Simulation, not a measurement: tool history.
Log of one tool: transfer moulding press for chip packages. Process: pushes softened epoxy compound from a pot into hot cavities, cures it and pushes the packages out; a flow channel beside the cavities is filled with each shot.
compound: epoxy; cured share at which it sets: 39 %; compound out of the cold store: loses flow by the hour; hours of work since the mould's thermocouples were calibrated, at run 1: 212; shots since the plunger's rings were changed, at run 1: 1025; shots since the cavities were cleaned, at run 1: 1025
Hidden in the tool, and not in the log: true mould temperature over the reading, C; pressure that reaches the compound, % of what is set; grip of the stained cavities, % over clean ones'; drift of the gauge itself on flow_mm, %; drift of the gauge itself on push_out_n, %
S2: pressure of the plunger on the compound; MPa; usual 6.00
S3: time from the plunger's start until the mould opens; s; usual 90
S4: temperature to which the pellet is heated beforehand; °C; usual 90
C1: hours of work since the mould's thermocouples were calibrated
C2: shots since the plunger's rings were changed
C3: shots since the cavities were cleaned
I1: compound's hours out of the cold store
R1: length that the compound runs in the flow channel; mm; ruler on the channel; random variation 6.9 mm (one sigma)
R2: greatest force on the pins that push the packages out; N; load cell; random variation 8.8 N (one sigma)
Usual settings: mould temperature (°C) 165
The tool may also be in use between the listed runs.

Run 1, hour 0.0: usual settings; C1 212; C2 1025; C3 1025; I1 47.3. Result: R1 859 mm, R2 546 N.
At hour 14.9: cavities cleaned with cleaning compound and waxed.
Run 2, hour 43.0: usual settings; C1 234; C2 1457; C3 293; I1 24.9. Result: R1 949 mm, R2 490 N.
Run 3, hour 76.2: usual settings but S3 119 s; C1 252; C2 1804; C3 640; I1 41.8. Result: R1 880 mm, R2 415 N.
Run 4, hour 107.9: usual settings but S3 119 s; C1 269; C2 2134; C3 970; I1 33.2. Result: R1 917 mm, R2 432 N.
At hour 128.2: cavities cleaned with cleaning compound and waxed.
Run 5, hour 147.7: usual settings but S3 119 s; C1 289; C2 2533; C3 204; I1 32.7. Result: R1 912 mm, R2 332 N.
Run 6, hour 188.0: usual settings but S2 4.62 MPa; C1 311; C2 2952; C3 623; I1 43.8. Result: R1 755 mm, R2 515 N.
Run 7, hour 210.8: usual settings but S2 4.62 MPa; C1 323; C2 3190; C3 861; I1 37.7. Result: R1 775 mm, R2 558 N.
At hour 241.1: cavities cleaned with cleaning compound and waxed.
Run 8, hour 246.2: usual settings but S2 4.62 MPa; C1 341; C2 3542; C3 53; I1 18.2. Result: R1 837 mm, R2 429 N.
Run 9, hour 274.6: usual settings but S2 4.62 MPa; C1 356; C2 3838; C3 349; I1 41.2. Result: R1 745 mm, R2 478 N.
Run 10, hour 301.9: usual settings; C1 370; C2 4123; C3 634; I1 13.9. Result: R1 964 mm, R2 562 N.
Run 11, hour 339.6: usual settings; C1 390; C2 4515; C3 1026; I1 8.8. Result: R1 976 mm, R2 629 N.
At hour 353.1: cavities cleaned with cleaning compound and waxed.
Run 12, hour 368.5: usual settings; C1 405; C2 4800; C3 159; I1 40.3. Result: R1 858 mm, R2 448 N.
Run 13, hour 396.9: usual settings; C1 420; C2 5097; C3 456; I1 25.5. Result: R1 895 mm, R2 534 N.
At hour 401.6: plunger's sealing rings changed.
Run 14, hour 428.4: usual settings but S2 5.19 MPa; C1 435; C2 280; C3 758; I1 27.2. Result: R1 893 mm, R2 581 N.
At hour 455.9: mould's thermocouples calibrated.
Run 15, hour 455.9: usual settings but S2 5.19 MPa; C1 0; C2 546; C3 1024; I1 12.8. Result: R1 953 mm, R2 636 N.
At hour 470.3: cavities cleaned with cleaning compound and waxed.
Run 16, hour 494.2: usual settings but S2 5.19 MPa; C1 19; C2 928; C3 248; I1 23.3. Result: R1 894 mm, R2 460 N.
Run 17, hour 531.1: usual settings but S2 7.43 MPa, S3 100 s; C1 39; C2 1313; C3 633; I1 20.0. Result: R1 1097 mm, R2 465 N.
Run 18, hour 559.5: usual settings but mould temperature (°C) 166, S2 4.84 MPa, S3 109 s, S4 89 °C; C1 54; C2 1608; C3 928; I1 14.9. Result: R1 903 mm, R2 443 N.
At hour 581.8: cavities cleaned with cleaning compound and waxed.
Run 19, hour 581.8: usual settings but mould temperature (°C) 166, S2 4.84 MPa, S3 109 s, S4 89 °C; C1 65; C2 1826; C3 0; I1 43.0. Result: R1 778 mm, R2 306 N.
Run 20, hour 613.3: usual settings but mould temperature (°C) 166, S2 4.84 MPa, S3 125 s, S4 87 °C; C1 82; C2 2153; C3 327; I1 42.6. Result: R1 782 mm, R2 360 N.
Run 21, hour 649.4: usual settings but S2 5.29 MPa, S3 71 s, S4 95 °C; C1 101; C2 2530; C3 704; I1 32.3. Result: R1 843 mm, R2 916 N.
Run 22, hour 680.2: usual settings but S2 5.29 MPa, S3 71 s, S4 95 °C; C1 117; C2 2851; C3 1025; I1 39.6. Result: R1 817 mm, R2 935 N.
At hour 694.4: cavities cleaned with cleaning compound and waxed.
Run 23, hour 705.7: usual settings but S2 5.09 MPa, S3 109 s, S4 89 °C; C1 130; C2 3100; C3 118; I1 46.3. Result: R1 774 mm, R2 338 N.
Run 24, hour 739.3: usual settings but mould temperature (°C) 172, S2 5.50 MPa, S3 109 s, S4 83 °C; C1 148; C2 3450; C3 468; I1 12.1. Result: R1 923 mm, R2 377 N.
Run 25, hour 766.8: usual settings but mould temperature (°C) 173, S2 5.13 MPa, S3 109 s, S4 83 °C; C1 162; C2 3737; C3 755; I1 18.0. Result: R1 860 mm, R2 412 N.
Run 26, hour 789.0: usual settings but mould temperature (°C) 173, S2 5.85 MPa, S3 109 s, S4 83 °C; C1 174; C2 3968; C3 986; I1 8.9. Result: R1 956 mm, R2 421 N.
At hour 806.9: cavities cleaned with cleaning compound and waxed.
Run 27, hour 811.5: usual settings but S2 6.23 MPa; C1 185; C2 4187; C3 48; I1 39.3. Result: R1 871 mm, R2 421 N.
Run 28, hour 832.2: usual settings but S2 6.23 MPa; C1 196; C2 4402; C3 263; I1 47.1. Result: R1 841 mm, R2 457 N.

How the hidden state differs across the entries between the runs, from the last listed run before each to the first after it:
Between runs 1 and 2: cavities cleaned with cleaning compound and waxed (hour 14.9)
  true mould temperature over the reading, C: 0.2 -> 0.18; pressure that reaches the compound, % of what is set: 96.48 -> 95.34; grip of the stained cavities, % over clean ones': 45 -> 20.6
  measured less the result without the state, R1: -17 -> -23 mm; R2: +165 -> +79 N
Between runs 4 and 5: cavities cleaned with cleaning compound and waxed (hour 128.2)
  true mould temperature over the reading, C: 0.15 -> 0.13; pressure that reaches the compound, % of what is set: 93.45 -> 92.32; grip of the stained cavities, % over clean ones': 45 -> 16.4
  measured less the result without the state, R1: -32 -> -37 mm; R2: +136 -> +46 N
Between runs 7 and 8: cavities cleaned with cleaning compound and waxed (hour 241.1)
  true mould temperature over the reading, C: 0.1 -> 0.08; pressure that reaches the compound, % of what is set: 90.45 -> 89.48; grip of the stained cavities, % over clean ones': 41.9 -> 4.7
  measured less the result without the state, R1: -40 -> -49 mm; R2: +163 -> +17 N
Between runs 11 and 12: cavities cleaned with cleaning compound and waxed (hour 353.1)
  true mould temperature over the reading, C: 0.03 -> 0.01; pressure that reaches the compound, % of what is set: 86.73 -> 85.92; grip of the stained cavities, % over clean ones': 46 -> 11.3
  measured less the result without the state, R1: -72 -> -68 mm; R2: +197 -> +45 N
Between runs 13 and 14: plunger's sealing rings changed (hour 401.6)
  true mould temperature over the reading, C: 0 -> -0.02; pressure that reaches the compound, % of what is set: 85.13 -> 98.9; grip of the stained cavities, % over clean ones': 28.1 -> 39.3
  measured less the result without the state, R1: -75 -> -5 mm; R2: +117 -> +164 N
Between runs 14 and 15: mould's thermocouples calibrated (hour 455.9)
  true mould temperature over the reading, C: -0.02 -> -0.03; pressure that reaches the compound, % of what is set: 98.9 -> 98.29; grip of the stained cavities, % over clean ones': 39.3 -> 46
  measured less the result without the state, R1: -5 -> -8 mm; R2: +164 -> +201 N
Between runs 15 and 16: cavities cleaned with cleaning compound and waxed (hour 470.3)
  true mould temperature over the reading, C: -0.03 -> -0.05; pressure that reaches the compound, % of what is set: 98.29 -> 97.26; grip of the stained cavities, % over clean ones': 46 -> 16.9
  measured less the result without the state, R1: -8 -> -12 mm; R2: +201 -> +68 N
Between runs 18 and 19: cavities cleaned with cleaning compound and waxed (hour 581.8)
  true mould temperature over the reading, C: -0.08 -> -0.09; pressure that reaches the compound, % of what is set: 95.44 -> 94.84; grip of the stained cavities, % over clean ones': 42.6 -> 1.6
  measured less the result without the state, R1: -21 -> -20 mm; R2: +133 -> +5 N
Between runs 22 and 23: cavities cleaned with cleaning compound and waxed (hour 694.4)
  true mould temperature over the reading, C: -0.14 -> -0.15; pressure that reaches the compound, % of what is set: 91.95 -> 91.25; grip of the stained cavities, % over clean ones': 46.5 -> 10.2
  measured less the result without the state, R1: -34 -> -36 mm; R2: +305 -> +32 N
Between runs 26 and 27: cavities cleaned with cleaning compound and waxed (hour 806.9)
  true mould temperature over the reading, C: -0.19 -> -0.2; pressure that reaches the compound, % of what is set: 88.75 -> 88.2; grip of the stained cavities, % over clean ones': 45.9 -> 4.9
  measured less the result without the state, R1: -58 -> -56 mm; R2: +133 -> +24 N
